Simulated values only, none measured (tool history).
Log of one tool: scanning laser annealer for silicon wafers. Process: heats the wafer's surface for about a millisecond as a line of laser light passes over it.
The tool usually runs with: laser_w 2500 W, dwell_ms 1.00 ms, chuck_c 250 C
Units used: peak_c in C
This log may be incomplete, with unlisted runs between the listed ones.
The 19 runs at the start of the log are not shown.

run	hour	laser_w	dwell_ms	chuck_c	peak_c
20	203.4	2500	1.00	250	1006
21	212.3	2213	0.91	234	862
22	221.1	2213	0.91	234	861
23	231.2	2462	0.82	272	933
24	239.2	2462	0.82	272	931
25	252.3	2542	1.08	223	1024
26	266.3	2542	0.87	223	932
27	281.6	2397	0.79	233	862
28	294.5	2397	0.82	233	875
29	309.0	2397	0.82	219	861
30	316.6	2486	0.95	251	977
31	329.4	2486	0.95	251	978
32	337.1	2348	0.95	230	915
33	350.3	2500	1.00	267	1025
34	358.9	2664	0.77	213	905
35	373.4	2664	0.77	213	905
36	383.0	2664	0.77	213	906
37	392.0	2664	0.77	213	905
38	400.2	2664	1.07	280	1121
39	414.0	2664	1.07	280	1120
40	429.6	2664	1.07	280	1117

3 ways to go on from here, each from the tool as it stands after run 40. What would each give?
A	441.7	2143	1.00	250	?
B	441.7	2314	0.72	223	?
C	441.7	2546	0.79	280	?

run	peak_c
A	888
B	793
C	945
Without the tool's unlogged condition, the same runs would have read:
run	peak_c
A	888
B	793
C	946

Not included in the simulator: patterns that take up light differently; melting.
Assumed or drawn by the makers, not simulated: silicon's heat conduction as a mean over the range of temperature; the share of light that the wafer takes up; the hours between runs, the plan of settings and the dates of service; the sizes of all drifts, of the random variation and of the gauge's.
